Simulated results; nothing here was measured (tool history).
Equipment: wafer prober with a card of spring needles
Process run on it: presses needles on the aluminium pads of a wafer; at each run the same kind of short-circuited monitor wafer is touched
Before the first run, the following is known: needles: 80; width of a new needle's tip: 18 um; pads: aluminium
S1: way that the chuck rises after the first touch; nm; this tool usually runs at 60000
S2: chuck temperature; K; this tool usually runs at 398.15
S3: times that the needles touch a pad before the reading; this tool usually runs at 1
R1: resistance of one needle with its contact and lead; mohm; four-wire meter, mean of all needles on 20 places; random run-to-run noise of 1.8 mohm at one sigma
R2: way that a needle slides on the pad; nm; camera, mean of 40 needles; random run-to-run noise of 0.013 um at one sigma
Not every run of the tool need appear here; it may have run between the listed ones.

run	hour	S1	S2	S3	R1	R2
1	0	60000	398.15	1	193	7640
# hour 10.4: tips cleaned on abrasive film
# hour 27.8: tips cleaned on abrasive film
2	41.1	60000	398.15	1	193	7700
# hour 44.7: tips cleaned on abrasive film
# hour 61: tips cleaned on abrasive film
# hour 77.6: tips cleaned on abrasive film
# hour 92: tips cleaned on abrasive film
3	92	60000	398.15	1	195	7710
# hour 108.6: tips cleaned on abrasive film
# hour 124.4: tips cleaned on abrasive film
4	127.1	54000	398.15	1	203	6920
# hour 140.8: tips cleaned on abrasive film
5	152.2	54000	398.15	1	200	6920
# hour 155.7: tips cleaned on abrasive film
# hour 172.1: tips cleaned on abrasive film
6	176.6	54000	398.15	1	201	6940
# hour 188.5: tips cleaned on abrasive film
# hour 205.5: tips cleaned on abrasive film
# hour 221.7: tips cleaned on abrasive film
7	222.5	54000	398.15	1	202	6940
# hour 238.3: tips cleaned on abrasive film
# hour 254.3: tips cleaned on abrasive film
# hour 261.6: height of the first contact set anew
# hour 271.1: tips cleaned on abrasive film
8	279	60000	398.15	1	193	7720
# hour 287.6: tips cleaned on abrasive film
# hour 303.5: tips cleaned on abrasive film
9	312.4	57000	398.15	1	196	7340
# hour 319.4: tips cleaned on abrasive film
# hour 336.5: tips cleaned on abrasive film
# hour 351.3: tips cleaned on abrasive film
10	364.4	60000	381.15	1	191	7730
# hour 367.7: tips cleaned on abrasive film
# hour 384: tips cleaned on abrasive film
11	394.2	60000	381.15	1	190	7720
# hour 400.3: tips cleaned on abrasive film
# hour 416.8: tips cleaned on abrasive film
12	419.1	60000	381.15	1	189	7760
# hour 433: tips cleaned on abrasive film
# hour 448.6: tips cleaned on abrasive film
13	449.3	60000	381.15	1	190	7760
# hour 463.3: tips cleaned on abrasive film
# hour 480.4: tips cleaned on abrasive film
14	491.9	60000	381.15	1	188	7760
# hour 494.8: tips cleaned on abrasive film
# hour 510.4: tips cleaned on abrasive film
# hour 527.1: tips cleaned on abrasive film
15	539.4	60000	381.15	1	192	7760
# hour 543: tips cleaned on abrasive film
# hour 560.2: tips cleaned on abrasive film
# hour 577.1: tips cleaned on abrasive film
# hour 592.5: tips cleaned on abrasive film
16	595.8	43000	398.15	1	211	5590
# hour 609.6: tips cleaned on abrasive film
17	623.2	43000	398.15	1	215	5580
# hour 626.6: tips cleaned on abrasive film
# hour 643.8: tips cleaned on abrasive film
# hour 659.8: tips cleaned on abrasive film
18	666.3	60000	398.15	3	193	7780
# hour 676.4: tips cleaned on abrasive film
# hour 691.4: tips cleaned on abrasive film
# hour 698.6: height of the first contact set anew
19	703.4	60000	398.15	3	190	7810
# hour 707: tips cleaned on abrasive film
# hour 724.2: tips cleaned on abrasive film
20	737.6	62000	320.15	1	173	8070

Run 21 has not been measured yet. What should we expect?
# hour 741.1: tips cleaned on abrasive film
# hour 756.4: tips cleaned on abrasive film
# hour 772.2: tips cleaned on abrasive film
# hour 787.8: tips cleaned on abrasive film
21	791.1	68000	398.15	1	?	?

R1: 187 mohm
R2: 8820 nm
The same run, on a tool lacking any hidden state, would have yielded R1 187 mohm, R2 8680 nm.

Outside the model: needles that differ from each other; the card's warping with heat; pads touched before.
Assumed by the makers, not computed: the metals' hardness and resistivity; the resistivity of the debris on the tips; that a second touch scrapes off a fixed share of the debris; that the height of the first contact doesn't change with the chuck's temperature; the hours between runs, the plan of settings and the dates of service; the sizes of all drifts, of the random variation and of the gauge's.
